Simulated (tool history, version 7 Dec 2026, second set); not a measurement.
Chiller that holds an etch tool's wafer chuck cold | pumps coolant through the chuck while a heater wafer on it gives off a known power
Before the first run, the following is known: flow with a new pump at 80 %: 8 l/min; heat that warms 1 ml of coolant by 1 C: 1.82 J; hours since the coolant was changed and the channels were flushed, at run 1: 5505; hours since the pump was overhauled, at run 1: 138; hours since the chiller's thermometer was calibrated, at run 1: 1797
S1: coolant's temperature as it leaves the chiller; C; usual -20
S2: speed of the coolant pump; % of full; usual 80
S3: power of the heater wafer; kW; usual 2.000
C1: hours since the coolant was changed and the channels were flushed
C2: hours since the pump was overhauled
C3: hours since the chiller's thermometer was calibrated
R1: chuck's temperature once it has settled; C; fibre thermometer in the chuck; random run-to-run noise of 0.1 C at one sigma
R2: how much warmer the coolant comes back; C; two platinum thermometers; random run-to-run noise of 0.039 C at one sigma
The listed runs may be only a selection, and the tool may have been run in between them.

run,day,S1,S2,S3,C1,C2,C3,R1,R2
1,0.000,-20,80,2.000,5505,138,1797,-3.4,8.29
2,1.471,-20,80,2.000,5540,173,1832,-3.6,8.29
3,3.417,-20,80,2.000,5587,220,1879,-3.6,8.29
4,5.462,-20,80,2.000,5636,269,1928,-3.6,8.20
5,7.046,-20,80,2.000,5674,307,1966,-3.6,8.27
6,9.125,-20,80,2.000,5724,357,2016,-3.6,8.39
7,10.317,-20,80,2.000,5753,385,2044,-3.4,8.34
8,11.562,-16,80,2.000,5783,415,2074,0.4,8.37
9,12.729,-16,80,2.000,5811,443,2102,0.4,8.31
10,14.912,-16,80,2.000,5863,496,2155,0.4,8.35
11,17.112,-16,80,2.000,5916,548,2207,0.5,8.43
12,18.112,-20,80,2.000,5940,572,2231,-3.6,8.29
13,19.225,-11,80,2.000,5967,599,2258,5.3,8.39
14,20.904,-11,80,2.000,6007,639,2298,5.3,8.42
15,21.975,-11,80,2.000,6033,665,2324,5.4,8.37
16,22.904,-20,83,2.000,6055,687,2346,-3.9,8.10
17,23.942,-22,80,1.405,6080,712,2371,-10.5,5.97
18,24.875,-10,64,2.951,6102,735,2394,18.1,15.55
19,26.462,-10,64,2.951,6140,773,2432,18.1,15.68
20,27.738,-20,80,2.495,6171,803,2462,0.5,10.47
21,29.529,-22,83,2.183,6214,846,2505,-4.6,8.80
22,30.479,-22,83,1.956,6237,869,2528,-6.3,7.96
23,32.375,-22,83,1.956,6282,915,2574,-6.2,8.01
24,34.000,-13,80,1.737,6321,954,2613,1.1,7.33
25,35.833,-13,70,1.737,6365,998,2657,2.6,8.52
# day 36.783: chiller's thermometer calibrated
26,37.096,-24,99,1.304,6394,1027,7,-14.6,4.52
27,38.217,-15,99,1.304,6421,1054,34,-5.6,4.56
28,39.467,-22,99,1.304,6451,1084,64,-12.7,4.56
29,40.967,-17,95,1.825,6487,1120,100,-3.6,6.61
30,42.125,-16,70,1.825,6515,1148,128,0.4,8.97
31,44.138,-28,95,2.000,6564,1196,177,-13.3,7.18

What differs in the tool's unlogged condition from the final listed run ahead of each entry between runs to the first listed run following it?
Runs 25 to 26: chiller's thermometer calibrated (day 36.783)
  drift of the gauge itself on warmer_back_c, C: 0.23 -> 0.24
  measured minus no-state result, R2: +0.23 -> +0.24 C
